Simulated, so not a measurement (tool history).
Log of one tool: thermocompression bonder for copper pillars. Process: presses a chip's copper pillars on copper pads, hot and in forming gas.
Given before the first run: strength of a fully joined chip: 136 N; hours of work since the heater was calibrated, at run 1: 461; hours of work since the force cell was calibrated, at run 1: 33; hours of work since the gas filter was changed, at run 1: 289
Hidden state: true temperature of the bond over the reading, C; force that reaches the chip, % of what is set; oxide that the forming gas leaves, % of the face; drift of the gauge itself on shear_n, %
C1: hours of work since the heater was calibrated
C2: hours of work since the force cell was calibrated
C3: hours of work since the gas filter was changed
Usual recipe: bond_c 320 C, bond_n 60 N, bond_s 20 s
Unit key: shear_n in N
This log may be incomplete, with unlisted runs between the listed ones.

Run 1, hour 0.0: usual settings; C1 461; C2 33; C3 289. Result: shear_n 73.9 N.
At hour 31.6: forming gas filter changed.
Run 2, hour 38.7: usual settings; C1 478; C2 49; C3 3. Result: shear_n 76.7 N.
Run 3, hour 109.9: usual settings; C1 508; C2 80; C3 34. Result: shear_n 77.3 N.
Run 4, hour 164.7: usual settings but bond_s 16 s; C1 532; C2 103; C3 57. Result: shear_n 71.3 N.
Run 5, hour 244.7: usual settings but bond_s 16 s; C1 566; C2 138; C3 92. Result: shear_n 70.5 N.
Run 6, hour 305.4: usual settings; C1 593; C2 164; C3 118. Result: shear_n 75.5 N.
Run 7, hour 359.1: usual settings; C1 616; C2 187; C3 141. Result: shear_n 76.8 N.
Run 8, hour 423.7: usual settings; C1 644; C2 215; C3 169. Result: shear_n 76.5 N.
Run 9, hour 510.3: usual settings; C1 681; C2 252; C3 206. Result: shear_n 76.6 N.
Run 10, hour 552.5: usual settings; C1 699; C2 271; C3 225. Result: shear_n 76.4 N.
Run 11, hour 603.2: usual settings; C1 721; C2 292; C3 246. Result: shear_n 76.1 N.
Run 12, hour 671.8: usual settings; C1 751; C2 322; C3 276. Result: shear_n 75.8 N.
Run 13, hour 712.8: usual settings; C1 768; C2 340; C3 294. Result: shear_n 76.2 N.
At hour 735.1: forming gas filter changed.
Run 14, hour 801.2: usual settings; C1 806; C2 378; C3 29. Result: shear_n 78.0 N.
Run 15, hour 841.7: usual settings; C1 824; C2 395; C3 46. Result: shear_n 78.9 N.
Run 16, hour 928.3: usual settings but bond_s 13 s; C1 861; C2 432; C3 83. Result: shear_n 67.5 N.
Run 17, hour 1016.1: usual settings but bond_s 13 s; C1 899; C2 470; C3 121. Result: shear_n 67.9 N.
Run 18, hour 1053.7: usual settings but bond_s 13 s; C1 915; C2 487; C3 137. Result: shear_n 67.9 N.
Run 19, hour 1091.5: usual settings but bond_n 71 N, bond_s 13 s; C1 931; C2 503; C3 154. Result: shear_n 73.7 N.
Run 20, hour 1155.9: usual settings but bond_c 315 C; C1 959; C2 531; C3 181. Result: shear_n 73.0 N.
Run 21, hour 1217.9: usual settings but bond_c 315 C; C1 986; C2 557; C3 208. Result: shear_n 74.1 N.
Run 22, hour 1303.4: usual settings but bond_c 346 C, bond_n 85 N, bond_s 23 s; C1 1023; C2 594; C3 245. Result: shear_n 113.6 N.
Run 23, hour 1382.2: usual settings but bond_c 344 C, bond_n 85 N, bond_s 23 s; C1 1057; C2 628; C3 279. Result: shear_n 111.9 N.
At hour 1438.5: forming gas filter changed.
Run 24, hour 1438.5: usual settings but bond_c 344 C, bond_n 85 N, bond_s 23 s; C1 1081; C2 652; C3 0. Result: shear_n 115.1 N.
Run 25, hour 1517.0: usual settings but bond_c 314 C, bond_n 69 N; C1 1115; C2 686; C3 34. Result: shear_n 80.0 N.
Run 26, hour 1577.4: usual settings but bond_n 63 N, bond_s 24 s; C1 1141; C2 712; C3 60. Result: shear_n 85.7 N.
Run 27, hour 1657.1: usual settings but bond_c 335 C, bond_n 43 N, bond_s 31 s; C1 1175; C2 746; C3 94. Result: shear_n 90.0 N.
Run 28, hour 1741.4: usual settings but bond_c 335 C, bond_n 43 N, bond_s 31 s; C1 1211; C2 783; C3 131. Result: shear_n 90.1 N.
Run 29, hour 1793.2: usual settings but bond_c 322 C, bond_n 55 N, bond_s 13 s; C1 1234; C2 805; C3 153. Result: shear_n 67.5 N.
Run 30, hour 1871.7: usual settings but bond_c 294 C, bond_n 55 N, bond_s 19 s; C1 1268; C2 839; C3 187. Result: shear_n 53.1 N.
Run 31, hour 1921.4: usual settings but bond_n 67 N, bond_s 18 s; C1 1289; C2 860; C3 208. Result: shear_n 81.4 N.
Run 32, hour 1979.5: usual settings but bond_n 67 N, bond_s 18 s; C1 1314; C2 885; C3 233. Result: shear_n 80.8 N.
Run 33, hour 2052.7: usual settings but bond_c 296 C, bond_n 65 N, bond_s 56 s; C1 1346; C2 917; C3 265. Result: shear_n 85.3 N.
At hour 2074.8: heater calibrated with a thermocouple chip.
Run 34, hour 2130.7: usual settings but bond_n 64 N, bond_s 12 s; C1 24; C2 950; C3 298. Result: shear_n 65.0 N.
At hour 2143.5: forming gas filter changed.
Run 35, hour 2211.8: usual settings but bond_n 43 N, bond_s 17 s; C1 59; C2 985; C3 29. Result: shear_n 60.7 N.
Run 36, hour 2272.7: usual settings but bond_c 330 C, bond_n 73 N, bond_s 17 s; C1 85; C2 1011; C3 56. Result: shear_n 89.1 N.
Run 37, hour 2335.3: usual settings but bond_c 292 C, bond_n 44 N; C1 112; C2 1038; C3 83. Result: shear_n 42.8 N.
Run 38, hour 2411.2: usual settings but bond_c 292 C, bond_n 36 N, bond_s 16 s; C1 145; C2 1071; C3 115. Result: shear_n 34.4 N.
Run 39, hour 2471.3: usual settings but bond_c 305 C, bond_n 66 N, bond_s 12 s; C1 171; C2 1096; C3 141. Result: shear_n 55.4 N.

Below are 4 alternative next runs, each starting from the tool's condition after run 39. Predict each:
Run A, hour 2532.3: usual settings but bond_n 76 N; C1 197; C2 1123; C3 168. Result: shear_n ?.
Run B, hour 2532.3: usual settings but bond_c 335 C; C1 197; C2 1123; C3 168. Result: shear_n ?.
Run C, hour 2532.3: usual settings but bond_c 334 C, bond_s 29 s; C1 197; C2 1123; C3 168. Result: shear_n ?.
Run D, hour 2532.3: usual settings but bond_c 322 C, bond_n 50 N, bond_s 12 s; C1 197; C2 1123; C3 168. Result: shear_n ?.

run  shear_n
  A     85.7
  B     88.9
  C     97.6
  D     59.8
Take away the tool's hidden state, keep each run's random variation, and the runs would have read:
run  shear_n
  A     84.5
  B     87.8
  C     96.7
  D     58.5

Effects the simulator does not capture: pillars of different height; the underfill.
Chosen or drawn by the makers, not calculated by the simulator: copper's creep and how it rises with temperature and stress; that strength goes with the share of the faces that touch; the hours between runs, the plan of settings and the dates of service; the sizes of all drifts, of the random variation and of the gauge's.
